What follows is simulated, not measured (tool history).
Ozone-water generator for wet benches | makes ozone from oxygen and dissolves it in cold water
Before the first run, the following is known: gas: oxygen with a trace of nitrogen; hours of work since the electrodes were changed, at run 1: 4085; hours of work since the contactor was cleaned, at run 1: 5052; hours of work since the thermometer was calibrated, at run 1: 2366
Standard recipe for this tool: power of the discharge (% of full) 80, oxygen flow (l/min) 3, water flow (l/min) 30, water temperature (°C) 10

run	hour	power of the discharge (% of full)	oxygen flow (l/min)	water flow (l/min)	water temperature (°C)	hours of work since the electrodes were changed	hours of work since the contactor was cleaned	hours of work since the thermometer was calibrated	dissolved ozone (ppm)	ozone in the gas ahead of the water (g/m3)
1	0	80	3	30	10	4085	5052	2366	7.3	152.8
2	108.5	80	3	30	10	4152	5119	2433	7.3	152.3
3	225.9	80	3	30	10	4224	5191	2505	7.2	151
4	317.6	80	3	30	16	4280	5247	2562	6.8	152.4
5	445.6	80	3	30	16	4359	5326	2640	6.8	153.7
# hour 462.1: water thermometer calibrated
6	579.5	80	2.22	30	10	4441	5408	72	6.4	169
7	677.7	41	3	19	10	4501	5468	132	7.3	98.8
8	804.6	80	5.22	30	6	4579	5546	210	9.2	124.2
# hour 849.7: water thermometer calibrated, once more
9	954.3	80	5.33	30	6	4671	5638	64	9.1	121
10	1122.3	80	5.33	30	6	4774	5741	168	9.2	121.4
11	1215.8	80	5.33	30	6	4832	5798	225	9	120.8

Branching from run 11: 5 alternative next runs. What would each branch give?
A	1328.1	73	2.72	23	6	4901	5867	294	?	?
B	1328.1	78	3	20	7	4901	5867	294	?	?
C	1328.1	80	5.33	21	13	4901	5867	294	?	?
D	1328.1	50	5.33	24	11	4901	5867	294	?	?
E	1328.1	80	3.26	19	6	4901	5867	294	?	?

run	dissolved ozone (ppm)	ozone in the gas ahead of the water (g/m3)
A	8.5	143.9
B	10.8	146.3
C	11.5	121.4
D	7.9	90
E	11.5	143.2
The same runs, with their run-to-run variation unchanged, on a tool lacking any hidden condition would have given:
run	dissolved ozone (ppm)	ozone in the gas ahead of the water (g/m3)
A	10	161.1
B	12.7	164.4
C	13.6	136.7
D	9.1	98
E	13.6	161.3

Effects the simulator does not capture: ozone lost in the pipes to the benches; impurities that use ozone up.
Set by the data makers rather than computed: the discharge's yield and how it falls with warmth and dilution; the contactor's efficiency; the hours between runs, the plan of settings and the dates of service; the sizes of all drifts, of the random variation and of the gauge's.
